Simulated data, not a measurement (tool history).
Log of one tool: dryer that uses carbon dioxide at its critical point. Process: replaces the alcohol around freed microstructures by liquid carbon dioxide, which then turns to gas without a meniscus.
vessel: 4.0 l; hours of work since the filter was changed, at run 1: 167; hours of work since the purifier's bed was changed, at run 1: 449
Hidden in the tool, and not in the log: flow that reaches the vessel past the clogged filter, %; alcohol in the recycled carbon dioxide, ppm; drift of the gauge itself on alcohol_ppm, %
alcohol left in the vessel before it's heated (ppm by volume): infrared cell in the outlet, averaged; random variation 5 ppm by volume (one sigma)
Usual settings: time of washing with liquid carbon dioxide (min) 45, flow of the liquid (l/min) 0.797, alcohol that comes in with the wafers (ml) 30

| run | hour | time of washing with liquid carbon dioxide (min) | flow of the liquid (l/min) | alcohol that comes in with the wafers (ml) | hours of work since the filter was changed | hours of work since the purifier's bed was changed | alcohol left in the vessel before it's heated (ppm by volume) |
|---|---|---|---|---|---|---|---|
| 1 | 0.0 | 45 | 0.797 | 30 | 167 | 449 | 50 |
|  | 7.9 | inlet filter changed |
| 2 | 18.1 | 45 | 0.797 | 30 | 8 | 462 | 52 |
| 3 | 30.1 | 45 | 0.797 | 30 | 17 | 471 | 52 |
| 4 | 51.1 | 45 | 0.618 | 30 | 33 | 487 | 74 |
| 5 | 68.4 | 45 | 0.797 | 30 | 46 | 500 | 63 |
| 6 | 83.1 | 45 | 0.797 | 30 | 57 | 511 | 51 |
| 7 | 100.5 | 45 | 0.797 | 30 | 70 | 525 | 62 |
| 8 | 112.9 | 53 | 0.797 | 30 | 80 | 534 | 48 |
| 9 | 124.4 | 53 | 0.797 | 30 | 89 | 543 | 52 |
| 10 | 140.7 | 53 | 0.797 | 30 | 101 | 555 | 55 |
| 11 | 151.1 | 53 | 0.797 | 30 | 109 | 563 | 57 |
| 12 | 165.7 | 53 | 0.797 | 30 | 120 | 574 | 51 |
| 13 | 177.9 | 60 | 0.797 | 115 | 129 | 583 | 54 |
| 14 | 199.9 | 60 | 0.797 | 115 | 146 | 600 | 72 |
| 15 | 211.7 | 60 | 0.797 | 115 | 155 | 609 | 68 |
| 16 | 228.2 | 60 | 0.797 | 115 | 167 | 622 | 69 |
|  | 235.9 | inlet filter changed |
| 17 | 250.2 | 60 | 0.797 | 115 | 11 | 638 | 63 |
| 18 | 260.3 | 60 | 0.797 | 31 | 19 | 645 | 50 |
| 19 | 271.6 | 49 | 0.794 | 35 | 27 | 654 | 68 |
| 20 | 288.0 | 35 | 0.544 | 30 | 40 | 666 | 251 |
| 21 | 310.4 | 35 | 0.544 | 30 | 57 | 683 | 261 |
| 22 | 331.1 | 49 | 0.889 | 44 | 72 | 699 | 65 |

Forecast run 23:
| 23 | 350.3 | 37 | 0.797 | 42 | 87 | 714 | ? |

alcohol left in the vessel before it's heated (ppm by volume): 116
Without the tool's hidden state the same run would have given alcohol left in the vessel before it's heated (ppm by volume) 36.
